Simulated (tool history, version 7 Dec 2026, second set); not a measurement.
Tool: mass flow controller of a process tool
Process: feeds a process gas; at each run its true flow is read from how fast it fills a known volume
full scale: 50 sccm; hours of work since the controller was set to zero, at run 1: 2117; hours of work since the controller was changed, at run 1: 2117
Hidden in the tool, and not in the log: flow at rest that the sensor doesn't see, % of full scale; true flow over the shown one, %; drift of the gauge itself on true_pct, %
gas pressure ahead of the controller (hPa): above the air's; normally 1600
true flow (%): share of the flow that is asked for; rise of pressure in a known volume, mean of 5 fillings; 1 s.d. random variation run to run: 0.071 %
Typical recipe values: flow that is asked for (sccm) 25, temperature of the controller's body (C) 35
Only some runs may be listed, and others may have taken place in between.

run    hour  flow that is asked for (sccm)  gas pressure ahead of the controller (hPa)  temperature of the controller's body (C)  hours of work since the controller was set to zero  hours of work since the controller was changed  true flow (%)
  1       0                             25                                        1600                                        35                                                2117                                            2117         100.13
  2   303.1                             25                                        1600                                        35                                                2326                                            2326         100.45
  3   486.7                             25                                        1600                                        35                                                2453                                            2453          100.5
  4   725.5                             25                                        1600                                        20                                                2617                                            2617          99.07
  5   941.8                             25                                        1600                                        35                                                2767                                            2767         100.69
  6  1242.9                             25                                        1600                                        24                                                2974                                            2974          99.73
  7  1564.7                             25                                        1600                                        24                                                3196                                            3196          99.81
  8  1733.4                             25                                        1600                                        24                                                3313                                            3313          99.97
  9  1941.3                             25                                        1600                                        24                                                3456                                            3456          99.94
 10  2092.9                             25                                        1600                                        24                                                3561                                            3561         100.12
 11  2295.9                             25                                        1600                                        24                                                3701                                            3701         100.22
 12  2509.2                             25                                        1600                                        24                                                3848                                            3848         100.31
 13    2662                             25                                        2060                                        35                                                3954                                            3954         101.74
 14    2859                             25                                        2060                                        35                                                4090                                            4090         101.88
 15  3151.3                             43                                        2230                                        35                                                4291                                            4291          102.6
 16  3444.7                             43                                        2230                                        35                                                4494                                            4494         102.66
 17  3743.3                             41                                        1600                                        27                                                4700                                            4700         101.65
 18  3917.7                             10                                        2410                                        30                                                4820                                            4820         101.73
 19  4106.8                              7                                        1640                                        35                                                4951                                            4951         102.01
 20  4298.1                             42                                        1600                                        28                                                5083                                            5083         101.94
 21  4430.9                             42                                        1600                                        28                                                5174                                            5174         102.06
 22  4568.2                             38                                        2640                                        35                                                5269                                            5269         103.41
 23  4890.6                              7                                        2430                                        35                                                5491                                            5491         102.52
 24  5131.6                             11                                        1600                                        30                                                5658                                            5658         101.95
 25  5312.6                             11                                        1460                                        35                                                5783                                            5783         102.56
     5568.8  -- gauge calibrated
 26  5585.3                             11                                        1460                                        35                                                5971                                            5971           99.9
 27  5790.1                             11                                        1460                                        35                                                6112                                            6112         100.03

Alternative continuations, all from the tool just after run 27; predict every row:
  A  6000.3                             34                                        1460                                        25                                                6257                                            6257              ?
  B  6000.3                             11                                        1460                                        21                                                6257                                            6257              ?
  C  6000.3                             25                                        1730                                        22                                                6257                                            6257              ?
  D  6000.3                             25                                        2190                                        35                                                6257                                            6257              ?
  E  6000.3                             14                                        2610                                        37                                                6257                                            6257              ?

run  true flow (%)
  A          99.51
  B          98.57
  C          99.21
  D         100.81
  E         100.97
The same runs, with their run-to-run variation unchanged, on a tool lacking any hidden condition would have given:
run  true flow (%)
  A           99.3
  B          98.38
  C             99
  D          100.6
  E         100.76
